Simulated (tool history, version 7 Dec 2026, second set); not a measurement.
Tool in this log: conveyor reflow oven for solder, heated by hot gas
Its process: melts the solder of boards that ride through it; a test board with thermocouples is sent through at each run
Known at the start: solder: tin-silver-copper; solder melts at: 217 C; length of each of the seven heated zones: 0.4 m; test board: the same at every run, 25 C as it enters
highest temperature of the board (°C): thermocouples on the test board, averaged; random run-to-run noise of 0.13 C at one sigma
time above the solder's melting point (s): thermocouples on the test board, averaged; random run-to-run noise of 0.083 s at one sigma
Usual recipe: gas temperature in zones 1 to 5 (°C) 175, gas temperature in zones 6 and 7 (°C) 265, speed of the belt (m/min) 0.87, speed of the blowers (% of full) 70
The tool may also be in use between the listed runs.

run,hour,gas temperature in zones 1 to 5 (°C),gas temperature in zones 6 and 7 (°C),speed of the belt (m/min),speed of the blowers (% of full),highest temperature of the board (°C),time above the solder's melting point (s)
1,0,175,265,0.87,70,249,40.04
2,12.4,175,265,0.87,70,249,40.19
3,22.7,175,265,0.87,70,248.9,39.89
4,39.6,175,265,0.87,65,248,39.21
5,48.2,175,265,0.87,65,248,39.04
6,61.6,175,265,0.87,70,248.7,40.03
7,75.2,175,262,0.87,70,245.8,38.36
8,89.4,175,266,0.87,70,249.6,40.52
9,105.8,175,266,0.87,70,249.5,40.33
10,113.6,175,266,0.87,70,249.4,40.27
11,124.9,175,266,0.87,70,249.4,40.32
12,137.7,165,265,0.87,70,246.6,36.27
13,153.5,165,265,0.87,70,246.8,36.22
14,164.3,165,265,0.87,70,246.8,36.33
15,174.1,175,275,0.87,70,257.1,44.07
16,182.9,175,268,0.91,70,249.4,38.47
17,191.3,175,268,0.91,70,249.7,38.05
18,199.9,175,268,0.91,70,249.7,38.12
19,215.5,177,275,0.734,85,264.5,57.26
20,223.2,177,257,0.734,56,243.1,44.64
21,237.6,190,257,1.036,66,238.4,30.19
22,252,167,265,0.87,71,247,36.82
23,260.4,164,256,0.87,71,238.5,30.32
24,267.5,164,256,0.87,71,238.4,30.26
25,283.6,186,274,1.024,70,252.7,37.57
26,298.6,186,274,1.024,70,252.6,37.3

Expected results for the next run?
27,309.6,181,277,1.024,70,?,?

highest temperature of the board (°C): 254
time above the solder's melting point (s): 36.66
Take away the tool's hidden state, keep the run-to-run variation as it was, and the same run would have given highest temperature of the board (°C) 257.3, time above the solder's melting point (s) 38.09.
